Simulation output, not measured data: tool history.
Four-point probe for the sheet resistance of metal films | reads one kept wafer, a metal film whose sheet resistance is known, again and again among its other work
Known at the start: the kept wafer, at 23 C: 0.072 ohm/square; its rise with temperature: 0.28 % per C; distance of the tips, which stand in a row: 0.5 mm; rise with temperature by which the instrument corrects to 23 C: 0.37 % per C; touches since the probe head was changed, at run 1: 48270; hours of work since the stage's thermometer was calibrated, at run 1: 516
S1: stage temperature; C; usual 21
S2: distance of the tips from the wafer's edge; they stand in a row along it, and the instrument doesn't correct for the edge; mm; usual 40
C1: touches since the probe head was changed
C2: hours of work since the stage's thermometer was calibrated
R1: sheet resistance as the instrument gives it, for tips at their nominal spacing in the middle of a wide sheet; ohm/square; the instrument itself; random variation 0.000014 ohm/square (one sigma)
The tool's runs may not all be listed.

run	hour	S1	S2	C1	C2	R1
1	0.0	21	40	48270	516	0.071975
2	62.2	21	40	49463	547	0.071974
3	89.1	21	40	49980	560	0.071938
4	120.3	21	40	50578	576	0.071976
# hour 126.1: stage's thermometer calibrated
5	166.1	21	40	51449	20	0.072008
6	192.3	21	40	51952	33	0.071972
7	244.3	21	36	52949	59	0.071985
8	292.1	24	15	53868	82	0.071825
9	317.9	24	15	54364	95	0.071810
# hour 343.8: stage's thermometer calibrated, once more
10	378.9	19	21	55525	17	0.072046
11	427.7	18	15	56462	42	0.072161
12	468.1	18	15	57237	62	0.072156

5 ways to go on from here, each from the tool as it stands after run 12. What would each give?
A	505.6	18	24	57957	80	?
B	505.6	20	45	57957	80	?
C	505.6	24	18	57957	80	?
D	505.6	24	15	57957	80	?
E	505.6	20	5	57957	80	?

run	R1
A	0.072080
B	0.071959
C	0.071720
D	0.071742
E	0.072365
Without the tool's hidden state the same runs would have given:
run	R1
A	0.072318
B	0.072196
C	0.071956
D	0.071978
E	0.072603
